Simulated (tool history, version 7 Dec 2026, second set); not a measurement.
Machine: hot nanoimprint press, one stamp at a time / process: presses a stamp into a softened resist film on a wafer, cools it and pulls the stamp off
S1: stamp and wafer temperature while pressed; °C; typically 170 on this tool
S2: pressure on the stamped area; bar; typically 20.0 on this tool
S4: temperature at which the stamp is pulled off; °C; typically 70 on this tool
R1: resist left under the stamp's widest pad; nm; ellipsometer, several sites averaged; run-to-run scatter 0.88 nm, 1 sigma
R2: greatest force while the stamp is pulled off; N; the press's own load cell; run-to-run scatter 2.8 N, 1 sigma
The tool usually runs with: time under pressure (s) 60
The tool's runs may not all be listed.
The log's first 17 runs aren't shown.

run 18 hour=281.2 | S1=170 S2=20.0 time_under_pressure_(s)=51 S4=67 | R1=134.3 R2=147
run 19 hour=295.0 | S1=178 S2=20.0 time_under_pressure_(s)=92 S4=70 | R1=84.8 R2=138
run 20 hour=317.4 | S1=178 S2=20.0 time_under_pressure_(s)=92 S4=70 | R1=83.4 R2=135
run 21 hour=340.2 | S1=178 S2=17.3 time_under_pressure_(s)=92 S4=70 | R1=92.7 R2=140
run 22 hour=355.0 | S1=164 S2=17.3 time_under_pressure_(s)=46 S4=71 | R1=178.9 R2=137
run 23 hour=374.4 | S1=164 S2=17.3 time_under_pressure_(s)=46 S4=71 | R1=179.1 R2=134
run 24 hour=385.6 | S1=180 S2=28.8 time_under_pressure_(s)=46 S4=71 | R1=80.9 R2=136
run 25 hour=400.4 | S1=160 S2=24.4 time_under_pressure_(s)=36 S4=56 | R1=186.3 R2=192
run 26 hour=421.4 | S1=170 S2=30.5 time_under_pressure_(s)=31 S4=76 | R1=128.0 R2=124
run 27 hour=445.3 | S1=170 S2=18.6 time_under_pressure_(s)=84 S4=70 | R1=121.1 R2=143
run 28 hour=455.6 | S1=170 S2=18.6 time_under_pressure_(s)=84 S4=70 | R1=121.6 R2=149
run 29 hour=475.0 | S1=170 S2=23.4 time_under_pressure_(s)=50 S4=70 | R1=125.5 R2=141
run 30 hour=499.9 | S1=170 S2=14.1 time_under_pressure_(s)=50 S4=70 | R1=161.0 R2=149

Alternative continuations, all from the tool just after run 30; predict every row:
run A hour=519.5 | S1=169 S2=16.0 time_under_pressure_(s)=59 S4=70 | R1=? R2=?
run B hour=519.5 | S1=172 S2=17.4 time_under_pressure_(s)=50 S4=72 | R1=? R2=?
run C hour=519.5 | S1=163 S2=14.1 time_under_pressure_(s)=97 S4=74 | R1=? R2=?

run=A R1=150.8 R2=142
run=B R1=139.3 R2=138
run=C R1=170.5 R2=137
With no hidden state in the tool, these same runs would have given:
run=A R1=146.1 R2=127
run=B R1=134.6 R2=124
run=C R1=165.9 R2=123
